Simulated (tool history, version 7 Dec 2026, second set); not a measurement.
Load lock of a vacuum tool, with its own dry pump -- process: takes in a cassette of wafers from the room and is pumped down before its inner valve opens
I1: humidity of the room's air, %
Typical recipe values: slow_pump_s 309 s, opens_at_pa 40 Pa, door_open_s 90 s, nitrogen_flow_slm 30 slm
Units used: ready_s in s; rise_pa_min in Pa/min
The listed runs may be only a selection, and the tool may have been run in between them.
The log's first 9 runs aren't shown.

run 10 hour=3053.6 | slow_pump_s=203 opens_at_pa=40 door_open_s=90 nitrogen_flow_slm=30 | I1=45.1 | ready_s=333.9 rise_pa_min=0.073
run 11 hour=3365.2 | slow_pump_s=203 opens_at_pa=40 door_open_s=90 nitrogen_flow_slm=30 | I1=44.0 | ready_s=337.2 rise_pa_min=0.084
run 12 hour=3737.9 | slow_pump_s=203 opens_at_pa=40 door_open_s=90 nitrogen_flow_slm=30 | I1=44.1 | ready_s=335.8 rise_pa_min=0.088
run 13 hour=4038.2 | slow_pump_s=309 opens_at_pa=40 door_open_s=90 nitrogen_flow_slm=30 | I1=48.5 | ready_s=431.7 rise_pa_min=0.096
run 14 hour=4324.1 | slow_pump_s=309 opens_at_pa=40 door_open_s=90 nitrogen_flow_slm=30 | I1=46.0 | ready_s=433.8 rise_pa_min=0.104
run 15 hour=4506.4 | slow_pump_s=309 opens_at_pa=40 door_open_s=90 nitrogen_flow_slm=30 | I1=42.7 | ready_s=431.3 rise_pa_min=0.104
run 16 hour=4739.0 | slow_pump_s=309 opens_at_pa=40 door_open_s=90 nitrogen_flow_slm=30 | I1=47.8 | ready_s=431.0 rise_pa_min=0.115
run 17 hour=5077.3 | slow_pump_s=309 opens_at_pa=40 door_open_s=90 nitrogen_flow_slm=30 | I1=44.9 | ready_s=436.9 rise_pa_min=0.127
run 18 hour=5278.4 | slow_pump_s=309 opens_at_pa=40 door_open_s=90 nitrogen_flow_slm=30 | I1=42.0 | ready_s=437.6 rise_pa_min=0.125
run 19 hour=5488.0 | slow_pump_s=309 opens_at_pa=40 door_open_s=90 nitrogen_flow_slm=30 | I1=46.9 | ready_s=435.3 rise_pa_min=0.140
run 20 hour=5799.6 | slow_pump_s=516 opens_at_pa=40 door_open_s=69 nitrogen_flow_slm=30 | I1=42.9 | ready_s=616.8 rise_pa_min=0.139
run 21 hour=6167.6 | slow_pump_s=309 opens_at_pa=40 door_open_s=90 nitrogen_flow_slm=13 | I1=45.8 | ready_s=435.7 rise_pa_min=0.165
run 22 hour=6437.1 | slow_pump_s=309 opens_at_pa=40 door_open_s=90 nitrogen_flow_slm=13 | I1=44.6 | ready_s=442.6 rise_pa_min=0.172
run 23 hour=6808.0 | slow_pump_s=309 opens_at_pa=40 door_open_s=90 nitrogen_flow_slm=13 | I1=48.9 | ready_s=448.5 rise_pa_min=0.199
run 24 hour=7173.9 | slow_pump_s=532 opens_at_pa=75 door_open_s=69 nitrogen_flow_slm=13 | I1=45.8 | ready_s=620.8 rise_pa_min=0.198
run 25 hour=7436.8 | slow_pump_s=359 opens_at_pa=42 door_open_s=90 nitrogen_flow_slm=45 | I1=45.1 | ready_s=490.2 rise_pa_min=0.183
run 26 hour=7676.6 | slow_pump_s=281 opens_at_pa=56 door_open_s=110 nitrogen_flow_slm=43 | I1=46.5 | ready_s=413.2 rise_pa_min=0.202

Predict the results of run 27:
run 27 hour=7965.5 | slow_pump_s=309 opens_at_pa=40 door_open_s=90 nitrogen_flow_slm=40 | I1=44.9 | ready_s=? rise_pa_min=?

Logged for run 27: ready_s 449.9 s, rise_pa_min 0.214 Pa/min.
With the hidden condition absent and the run-to-run variation left alone, this run would have shown ready_s 412.4 s, rise_pa_min 0.033 Pa/min.
